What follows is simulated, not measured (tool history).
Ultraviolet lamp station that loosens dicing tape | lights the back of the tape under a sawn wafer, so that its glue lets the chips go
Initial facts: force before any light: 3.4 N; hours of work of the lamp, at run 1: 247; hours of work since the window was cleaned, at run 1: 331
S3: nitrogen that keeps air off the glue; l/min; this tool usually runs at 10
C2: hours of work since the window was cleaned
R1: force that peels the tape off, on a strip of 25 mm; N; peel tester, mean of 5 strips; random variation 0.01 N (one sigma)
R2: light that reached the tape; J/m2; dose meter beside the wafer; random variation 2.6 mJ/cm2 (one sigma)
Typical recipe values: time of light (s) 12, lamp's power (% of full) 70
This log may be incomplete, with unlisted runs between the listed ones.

Run 1, hour 0.0: usual settings; hours of work of the lamp 247; C2 331. Result: R1 0.486 N, R2 2960 J/m2.
At hour 2.9: window cleaned of glue's vapour.
Run 2, hour 9.3: usual settings but S3 9 l/min; hours of work of the lamp 253; C2 4. Result: R1 0.518 N, R2 2880 J/m2.
Run 3, hour 16.7: usual settings but S3 9 l/min; hours of work of the lamp 258; C2 9. Result: R1 0.532 N, R2 2880 J/m2.
Run 4, hour 29.8: usual settings but S3 9 l/min; hours of work of the lamp 267; C2 18. Result: R1 0.520 N, R2 2850 J/m2.
At hour 35.9: window cleaned of glue's vapour, once more.
Run 5, hour 37.6: usual settings but S3 9 l/min; hours of work of the lamp 272; C2 1. Result: R1 0.492 N, R2 3130 J/m2.
Run 6, hour 49.7: usual settings but time of light (s) 8; hours of work of the lamp 280; C2 9. Result: R1 0.748 N, R2 2070 J/m2.
Run 7, hour 58.1: usual settings but time of light (s) 8; hours of work of the lamp 286; C2 15. Result: R1 0.752 N, R2 2050 J/m2.
Run 8, hour 70.2: usual settings but time of light (s) 10; hours of work of the lamp 294; C2 23. Result: R1 0.596 N, R2 2580 J/m2.
Run 9, hour 79.7: usual settings but lamp's power (% of full) 62; hours of work of the lamp 300; C2 29. Result: R1 0.552 N, R2 2730 J/m2.
Run 10, hour 86.7: usual settings but lamp's power (% of full) 62; hours of work of the lamp 305; C2 34. Result: R1 0.538 N, R2 2720 J/m2.
Run 11, hour 96.5: usual settings but lamp's power (% of full) 62; hours of work of the lamp 311; C2 41. Result: R1 0.523 N, R2 2730 J/m2.
Run 12, hour 106.1: usual settings but time of light (s) 6; hours of work of the lamp 318; C2 47. Result: R1 1.084 N, R2 1540 J/m2.
Run 13, hour 116.3: usual settings but time of light (s) 24; hours of work of the lamp 325; C2 54. Result: R1 0.254 N, R2 6130 J/m2.
Run 14, hour 126.6: usual settings but time of light (s) 24; hours of work of the lamp 332; C2 61. Result: R1 0.251 N, R2 6050 J/m2.
Run 15, hour 133.7: usual settings but time of light (s) 11, lamp's power (% of full) 76, S3 13 l/min; hours of work of the lamp 336; C2 66. Result: R1 0.419 N, R2 3060 J/m2.
Run 16, hour 144.8: usual settings but time of light (s) 9, lamp's power (% of full) 100; hours of work of the lamp 344; C2 73. Result: R1 0.428 N, R2 3250 J/m2.
Run 17, hour 157.1: usual settings but time of light (s) 14, lamp's power (% of full) 73; hours of work of the lamp 352; C2 82. Result: R1 0.374 N, R2 3670 J/m2.
Run 18, hour 167.7: usual settings but time of light (s) 17, lamp's power (% of full) 69, S3 6 l/min; hours of work of the lamp 359; C2 89. Result: R1 0.372 N, R2 4240 J/m2.
Run 19, hour 173.7: usual settings but time of light (s) 17, lamp's power (% of full) 69, S3 6 l/min; hours of work of the lamp 363; C2 93. Result: R1 0.390 N, R2 4210 J/m2.
Run 20, hour 184.0: usual settings but time of light (s) 17, lamp's power (% of full) 69, S3 6 l/min; hours of work of the lamp 370; C2 100. Result: R1 0.409 N, R2 4190 J/m2.
Run 21, hour 193.3: usual settings but time of light (s) 19, lamp's power (% of full) 81, S3 6 l/min; hours of work of the lamp 376; C2 106. Result: R1 0.302 N, R2 5490 J/m2.
Run 22, hour 199.1: usual settings but time of light (s) 19, lamp's power (% of full) 81, S3 6 l/min; hours of work of the lamp 380; C2 110. Result: R1 0.296 N, R2 5510 J/m2.
Run 23, hour 207.5: usual settings but time of light (s) 9, lamp's power (% of full) 79; hours of work of the lamp 386; C2 115. Result: R1 0.617 N, R2 2520 J/m2.
Run 24, hour 216.2: usual settings but time of light (s) 22, lamp's power (% of full) 79; hours of work of the lamp 392; C2 121. Result: R1 0.257 N, R2 6160 J/m2.
Run 25, hour 228.6: usual settings but time of light (s) 14, lamp's power (% of full) 79; hours of work of the lamp 400; C2 130. Result: R1 0.349 N, R2 3950 J/m2.
Run 26, hour 239.6: usual settings but time of light (s) 19, lamp's power (% of full) 62; hours of work of the lamp 408; C2 137. Result: R1 0.322 N, R2 4160 J/m2.

Branching from run 26: 3 alternative next runs. What would each branch give?
Run A, hour 245.4: usual settings but time of light (s) 9, lamp's power (% of full) 93, S3 9 l/min; hours of work of the lamp 411; C2 141. Result: R1 ?, R2 ?.
Run B, hour 245.4: usual settings but time of light (s) 11, lamp's power (% of full) 96, S3 19 l/min; hours of work of the lamp 411; C2 141. Result: R1 ?, R2 ?.
Run C, hour 245.4: usual settings but time of light (s) 17, lamp's power (% of full) 64, S3 16 l/min; hours of work of the lamp 411; C2 141. Result: R1 ?, R2 ?.

run     R1    R2
  A  0.503  2960
  B  0.305  3730
  C  0.313  3810
Stripped of hidden state, with their random variation kept, the same runs would have yielded:
run     R1    R2
  A  0.445  3250
  B  0.284  4110
  C  0.291  4190
